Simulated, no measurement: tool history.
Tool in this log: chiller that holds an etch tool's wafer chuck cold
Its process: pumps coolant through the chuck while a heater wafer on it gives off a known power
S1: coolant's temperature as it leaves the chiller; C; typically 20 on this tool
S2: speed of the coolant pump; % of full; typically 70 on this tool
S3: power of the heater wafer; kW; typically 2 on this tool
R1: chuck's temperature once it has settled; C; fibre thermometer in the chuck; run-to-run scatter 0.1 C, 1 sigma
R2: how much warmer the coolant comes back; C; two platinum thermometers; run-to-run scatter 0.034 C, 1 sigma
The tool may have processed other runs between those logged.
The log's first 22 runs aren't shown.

run,hour,S1,S2,S3,R1,R2
23,518.1,29,70,1.804,42.6,4.95
24,534.9,19,70,2.752,40,7.52
25,557.1,14,70,1.198,23.1,3.27
26,580,14,70,2.884,36,7.91
27,609,16,70,2,31.1,5.49
28,631.1,16,70,2,31.4,5.44
29,658.8,16,92,2,28.8,4.1
30,690.3,16,92,2,29,4.16
31,724,16,92,2,28.6,4.08

Predict each of these 4 candidate next runs independently; none follows another, all start after run 31:
A,739.5,20,70,1.988,?,?
B,739.5,15,92,2,?,?
C,739.5,12,70,1.316,?,?
D,739.5,28,68,2.558,?,?

run,R1,R2
A,35.1,5.48
B,27.8,4.04
C,22.1,3.6
D,47.9,7.22
Without the tool's unlogged condition, the same runs would have read:
run,R1,R2
A,33.6,5.46
B,26.4,4.02
C,21,3.58
D,45.9,7.19

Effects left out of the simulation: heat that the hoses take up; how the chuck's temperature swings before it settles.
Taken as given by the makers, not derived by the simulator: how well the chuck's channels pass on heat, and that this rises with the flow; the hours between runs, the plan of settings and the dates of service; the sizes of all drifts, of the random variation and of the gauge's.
